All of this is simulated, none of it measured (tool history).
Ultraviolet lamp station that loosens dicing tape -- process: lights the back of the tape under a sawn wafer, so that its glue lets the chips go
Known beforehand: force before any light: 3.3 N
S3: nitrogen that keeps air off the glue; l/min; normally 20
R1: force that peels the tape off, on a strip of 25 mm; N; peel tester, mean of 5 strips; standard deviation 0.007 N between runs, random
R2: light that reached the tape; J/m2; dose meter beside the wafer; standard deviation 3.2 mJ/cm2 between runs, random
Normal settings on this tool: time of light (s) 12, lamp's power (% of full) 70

run 1 day=0.000 | time_of_light_(s)=12 lamp's_power_(%_of_full)=70 S3=20 | R1=0.327 R2=4010
run 2 day=0.638 | time_of_light_(s)=12 lamp's_power_(%_of_full)=70 S3=18 | R1=0.338 R2=4010
run 3 day=1.321 | time_of_light_(s)=12 lamp's_power_(%_of_full)=70 S3=18 | R1=0.339 R2=3960
run 4 day=2.100 | time_of_light_(s)=12 lamp's_power_(%_of_full)=70 S3=20 | R1=0.325 R2=3950
run 5 day=2.546 | time_of_light_(s)=12 lamp's_power_(%_of_full)=70 S3=20 | R1=0.325 R2=3930
run 6 day=3.221 | time_of_light_(s)=12 lamp's_power_(%_of_full)=70 S3=21 | R1=0.340 R2=3960
run 7 day=3.671 | time_of_light_(s)=12 lamp's_power_(%_of_full)=89 S3=20 | R1=0.234 R2=4960
run 8 day=4.329 | time_of_light_(s)=12 lamp's_power_(%_of_full)=89 S3=24 | R1=0.240 R2=4970
-- day=4.408 window cleaned of glue's vapour
run 9 day=4.900 | time_of_light_(s)=12 lamp's_power_(%_of_full)=70 S3=20 | R1=0.364 R2=3640
run 10 day=5.425 | time_of_light_(s)=11 lamp's_power_(%_of_full)=70 S3=11 | R1=0.549 R2=3290
run 11 day=6.054 | time_of_light_(s)=9 lamp's_power_(%_of_full)=70 S3=33 | R1=0.485 R2=2700
run 12 day=6.446 | time_of_light_(s)=7 lamp's_power_(%_of_full)=70 S3=34 | R1=0.709 R2=2070
-- day=7.092 window cleaned of glue's vapour, once more
run 13 day=7.283 | time_of_light_(s)=7 lamp's_power_(%_of_full)=70 S3=34 | R1=0.544 R2=2460
run 14 day=7.667 | time_of_light_(s)=7 lamp's_power_(%_of_full)=65 S3=10 | R1=0.948 R2=2290
run 15 day=8.204 | time_of_light_(s)=21 lamp's_power_(%_of_full)=76 S3=17 | R1=0.174 R2=7990
run 16 day=8.858 | time_of_light_(s)=21 lamp's_power_(%_of_full)=76 S3=17 | R1=0.169 R2=7960
run 17 day=9.342 | time_of_light_(s)=24 lamp's_power_(%_of_full)=81 S3=20 | R1=0.166 R2=9630

Here are 4 independent what-if runs from the current tool condition. What would each one return?
run A day=9.883 | time_of_light_(s)=10 lamp's_power_(%_of_full)=84 S3=15 | R1=? R2=?
run B day=9.883 | time_of_light_(s)=13 lamp's_power_(%_of_full)=62 S3=33 | R1=? R2=?
run C day=9.883 | time_of_light_(s)=23 lamp's_power_(%_of_full)=69 S3=9 | R1=? R2=?
run D day=9.883 | time_of_light_(s)=18 lamp's_power_(%_of_full)=75 S3=9 | R1=? R2=?

run=A R1=0.341 R2=4180
run=B R1=0.282 R2=3940
run=C R1=0.209 R2=7930
run=D R1=0.228 R2=6620
Without the tool's hidden state the same runs would have given:
run=A R1=0.270 R2=4910
run=B R1=0.233 R2=4630
run=C R1=0.190 R2=9330
run=D R1=0.196 R2=7780
